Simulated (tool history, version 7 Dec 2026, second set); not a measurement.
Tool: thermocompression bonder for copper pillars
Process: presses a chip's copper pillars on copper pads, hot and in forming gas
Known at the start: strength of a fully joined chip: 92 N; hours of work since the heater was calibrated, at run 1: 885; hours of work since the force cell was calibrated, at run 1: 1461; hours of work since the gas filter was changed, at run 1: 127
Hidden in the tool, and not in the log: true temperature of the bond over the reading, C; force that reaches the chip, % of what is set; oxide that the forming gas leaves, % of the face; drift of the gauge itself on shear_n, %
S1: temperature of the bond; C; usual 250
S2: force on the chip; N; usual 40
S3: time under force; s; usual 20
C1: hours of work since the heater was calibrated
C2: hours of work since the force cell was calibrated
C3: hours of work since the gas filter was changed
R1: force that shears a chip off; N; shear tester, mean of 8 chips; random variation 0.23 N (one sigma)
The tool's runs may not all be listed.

{"run": 1, "day": 0.0, "S1": 250, "S2": 40, "S3": 20, "C1": 885, "C2": 1461, "C3": 127, "R1": 66.6}
{"day": 0.892, "done": "heater calibrated with a thermocouple chip"}
{"run": 2, "day": 1.188, "S1": 250, "S2": 40, "S3": 20, "C1": 5, "C2": 1480, "C3": 146, "R1": 60.2}
{"run": 3, "day": 3.204, "S1": 250, "S2": 40, "S3": 20, "C1": 40, "C2": 1514, "C3": 181, "R1": 60.7}
{"day": 3.346, "done": "forming gas filter changed"}
{"run": 4, "day": 4.342, "S1": 275, "S2": 40, "S3": 20, "C1": 59, "C2": 1533, "C3": 17, "R1": 76.9}
{"run": 5, "day": 5.679, "S1": 275, "S2": 40, "S3": 20, "C1": 82, "C2": 1556, "C3": 40, "R1": 76.6}
{"run": 6, "day": 7.967, "S1": 250, "S2": 40, "S3": 20, "C1": 121, "C2": 1595, "C3": 79, "R1": 62}
{"run": 7, "day": 9.904, "S1": 250, "S2": 40, "S3": 20, "C1": 154, "C2": 1628, "C3": 112, "R1": 61.7}
{"run": 8, "day": 11.542, "S1": 250, "S2": 40, "S3": 20, "C1": 182, "C2": 1656, "C3": 140, "R1": 61.9}
{"run": 9, "day": 13.346, "S1": 250, "S2": 40, "S3": 20, "C1": 213, "C2": 1687, "C3": 171, "R1": 61.7}
{"day": 14.142, "done": "forming gas filter changed"}
{"run": 10, "day": 14.888, "S1": 250, "S2": 40, "S3": 20, "C1": 239, "C2": 1713, "C3": 13, "R1": 64}
{"run": 11, "day": 16.512, "S1": 250, "S2": 40, "S3": 38, "C1": 266, "C2": 1741, "C3": 41, "R1": 73.5}
{"run": 12, "day": 19.025, "S1": 250, "S2": 52, "S3": 20, "C1": 309, "C2": 1784, "C3": 84, "R1": 74.4}
{"run": 13, "day": 20.588, "S1": 250, "S2": 52, "S3": 20, "C1": 336, "C2": 1810, "C3": 110, "R1": 73.8}
{"run": 14, "day": 21.729, "S1": 250, "S2": 52, "S3": 20, "C1": 356, "C2": 1830, "C3": 130, "R1": 73.9}
{"run": 15, "day": 23.308, "S1": 250, "S2": 52, "S3": 20, "C1": 383, "C2": 1857, "C3": 157, "R1": 73.6}
{"run": 16, "day": 24.396, "S1": 250, "S2": 52, "S3": 20, "C1": 401, "C2": 1876, "C3": 175, "R1": 74}
{"day": 24.842, "done": "forming gas filter changed"}
{"run": 17, "day": 26.608, "S1": 250, "S2": 40, "S3": 20, "C1": 439, "C2": 1913, "C3": 30, "R1": 65.6}
{"run": 18, "day": 29.158, "S1": 250, "S2": 40, "S3": 20, "C1": 482, "C2": 1957, "C3": 74, "R1": 64.8}
{"run": 19, "day": 30.412, "S1": 271, "S2": 30, "S3": 20, "C1": 504, "C2": 1978, "C3": 95, "R1": 64.7}
{"run": 20, "day": 31.475, "S1": 225, "S2": 57, "S3": 20, "C1": 522, "C2": 1996, "C3": 113, "R1": 63.9}
{"run": 21, "day": 33.012, "S1": 242, "S2": 58, "S3": 20, "C1": 548, "C2": 2023, "C3": 140, "R1": 74.4}
{"run": 22, "day": 34.679, "S1": 242, "S2": 53, "S3": 27, "C1": 577, "C2": 2051, "C3": 168, "R1": 75.1}
{"day": 35.571, "done": "forming gas filter changed"}
{"run": 23, "day": 36.883, "S1": 242, "S2": 53, "S3": 27, "C1": 614, "C2": 2088, "C3": 22, "R1": 77.4}
{"day": 37.142, "done": "force cell calibrated"}
{"run": 24, "day": 38.571, "S1": 243, "S2": 56, "S3": 39, "C1": 642, "C2": 24, "C3": 50, "R1": 83.8}
{"run": 25, "day": 40.258, "S1": 243, "S2": 56, "S3": 39, "C1": 671, "C2": 53, "C3": 79, "R1": 83.8}
{"run": 26, "day": 42.088, "S1": 243, "S2": 56, "S3": 39, "C1": 702, "C2": 84, "C3": 110, "R1": 83.2}
{"day": 43.571, "done": "force cell calibrated, once more"}
{"run": 27, "day": 43.629, "S1": 275, "S2": 53, "S3": 21, "C1": 727, "C2": 1, "C3": 136, "R1": 83.9}
{"run": 28, "day": 45.625, "S1": 275, "S2": 53, "S3": 21, "C1": 761, "C2": 35, "C3": 170, "R1": 83.2}
{"day": 46.454, "done": "forming gas filter changed"}
{"run": 29, "day": 47.283, "S1": 275, "S2": 53, "S3": 21, "C1": 789, "C2": 63, "C3": 14, "R1": 86.4}
{"run": 30, "day": 49.812, "S1": 275, "S2": 53, "S3": 21, "C1": 832, "C2": 106, "C3": 57, "R1": 85.1}
{"run": 31, "day": 51.067, "S1": 275, "S2": 53, "S3": 21, "C1": 854, "C2": 128, "C3": 79, "R1": 85.3}
{"run": 32, "day": 52.221, "S1": 275, "S2": 37, "S3": 15, "C1": 874, "C2": 148, "C3": 99, "R1": 71}
{"day": 53.867, "done": "heater calibrated with a thermocouple chip"}
{"run": 33, "day": 54.604, "S1": 275, "S2": 37, "S3": 15, "C1": 13, "C2": 187, "C3": 138, "R1": 66.1}
{"run": 34, "day": 56.412, "S1": 224, "S2": 45, "S3": 20, "C1": 44, "C2": 218, "C3": 169, "R1": 47.2}
{"day": 57.317, "done": "forming gas filter changed"}
{"run": 35, "day": 57.529, "S1": 250, "S2": 40, "S3": 45, "C1": 62, "C2": 236, "C3": 4, "R1": 74.2}

Measured less the same run without the tool's hidden state. The same run-to-run variation is in both; the gauge's scatter may not be:
run=1 R1=+5.8
run=2 R1=-0.9
run=3 R1=-1.1
run=4 R1=+0.9
run=5 R1=+0.6
run=6 R1=+0.8
run=7 R1=+0.6
run=8 R1=+0.4
run=9 R1=+0.2
run=10 R1=+2.6
run=11 R1=+2
run=12 R1=+1.5
run=13 R1=+1.2
run=14 R1=+1
run=15 R1=+0.7
run=16 R1=+0.7
run=17 R1=+4
run=18 R1=+3.6
run=19 R1=+3.3
run=20 R1=+3.7
run=21 R1=+2.2
run=22 R1=+1.8
run=23 R1=+4.3
run=24 R1=+3.5
run=25 R1=+3.2
run=26 R1=+2.7
run=27 R1=-1
run=28 R1=-1.4
run=29 R1=+1.5
run=30 R1=+0.9
run=31 R1=+0.5
run=32 R1=+2.6
run=33 R1=-1.8
run=34 R1=-1.5
run=35 R1=+0.2
